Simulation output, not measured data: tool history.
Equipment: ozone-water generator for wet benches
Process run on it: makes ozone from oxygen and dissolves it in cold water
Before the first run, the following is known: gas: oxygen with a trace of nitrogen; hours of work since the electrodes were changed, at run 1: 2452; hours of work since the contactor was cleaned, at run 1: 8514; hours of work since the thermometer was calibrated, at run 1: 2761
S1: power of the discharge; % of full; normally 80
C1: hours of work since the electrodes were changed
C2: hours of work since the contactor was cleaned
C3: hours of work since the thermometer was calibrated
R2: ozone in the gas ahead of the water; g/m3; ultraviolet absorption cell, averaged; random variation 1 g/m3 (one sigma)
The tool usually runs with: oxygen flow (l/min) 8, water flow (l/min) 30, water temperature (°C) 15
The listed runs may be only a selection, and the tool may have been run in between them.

{"run": 1, "day": 0.0, "S1": 80, "oxygen flow (l/min)": 8, "water flow (l/min)": 30, "water temperature (°C)": 15, "C1": 2452, "C2": 8514, "C3": 2761, "dissolved ozone (ppm)": 20.2, "R2": 171.9}
{"run": 2, "day": 5.883, "S1": 80, "oxygen flow (l/min)": 8, "water flow (l/min)": 30, "water temperature (°C)": 15, "C1": 2561, "C2": 8623, "C3": 2870, "dissolved ozone (ppm)": 20.3, "R2": 170.9}
{"run": 3, "day": 12.188, "S1": 80, "oxygen flow (l/min)": 8, "water flow (l/min)": 30, "water temperature (°C)": 15, "C1": 2677, "C2": 8740, "C3": 2986, "dissolved ozone (ppm)": 20.4, "R2": 172.7}
{"run": 4, "day": 16.412, "S1": 80, "oxygen flow (l/min)": 8, "water flow (l/min)": 30, "water temperature (°C)": 14, "C1": 2756, "C2": 8818, "C3": 3065, "dissolved ozone (ppm)": 20.8, "R2": 171.9}
{"run": 5, "day": 19.629, "S1": 80, "oxygen flow (l/min)": 8, "water flow (l/min)": 30, "water temperature (°C)": 14, "C1": 2815, "C2": 8877, "C3": 3124, "dissolved ozone (ppm)": 20.5, "R2": 172.8}
{"run": 6, "day": 22.617, "S1": 73, "oxygen flow (l/min)": 4.76, "water flow (l/min)": 21, "water temperature (°C)": 14, "C1": 2870, "C2": 8933, "C3": 3179, "dissolved ozone (ppm)": 25.2, "R2": 217.5}
{"run": 7, "day": 26.217, "S1": 80, "oxygen flow (l/min)": 8, "water flow (l/min)": 30, "water temperature (°C)": 17, "C1": 2937, "C2": 8999, "C3": 3246, "dissolved ozone (ppm)": 19.7, "R2": 173.8}
{"run": 8, "day": 31.729, "S1": 64, "oxygen flow (l/min)": 9.09, "water flow (l/min)": 21, "water temperature (°C)": 16, "C1": 3039, "C2": 9101, "C3": 3348, "dissolved ozone (ppm)": 21.9, "R2": 140.1}
{"day": 33.133, "done": "contactor cleaned"}
{"run": 9, "day": 36.975, "S1": 63, "oxygen flow (l/min)": 8, "water flow (l/min)": 30, "water temperature (°C)": 15, "C1": 3133, "C2": 71, "C3": 3442, "dissolved ozone (ppm)": 17.4, "R2": 148.9}
{"run": 10, "day": 41.529, "S1": 80, "oxygen flow (l/min)": 8, "water flow (l/min)": 30, "water temperature (°C)": 15, "C1": 3217, "C2": 155, "C3": 3526, "dissolved ozone (ppm)": 20.6, "R2": 173.3}

What if the next run were any one of these 3? Each begins from the tool's condition after run 10:
{"run": "A", "day": 45.304, "S1": 98, "oxygen flow (l/min)": 8, "water flow (l/min)": 30, "water temperature (°C)": 8, "C1": 3287, "C2": 225, "C3": 3596, "dissolved ozone (ppm)": "?", "R2": "?"}
{"run": "B", "day": 45.304, "S1": 80, "oxygen flow (l/min)": 14.19, "water flow (l/min)": 19, "water temperature (°C)": 19, "C1": 3287, "C2": 225, "C3": 3596, "dissolved ozone (ppm)": "?", "R2": "?"}
{"run": "C", "day": 45.304, "S1": 80, "oxygen flow (l/min)": 8, "water flow (l/min)": 30, "water temperature (°C)": 14, "C1": 3287, "C2": 225, "C3": 3596, "dissolved ozone (ppm)": "?", "R2": "?"}

run=A dissolved_ozone_(ppm)=25.3 R2=195.9
run=B dissolved_ozone_(ppm)=23.2 R2=125.1
run=C dissolved_ozone_(ppm)=20.5 R2=173.6
Without the tool's unlogged condition, the same runs would have read:
run=A dissolved_ozone_(ppm)=25.4 R2=194.5
run=B dissolved_ozone_(ppm)=23.2 R2=124.2
run=C dissolved_ozone_(ppm)=20.5 R2=172.3
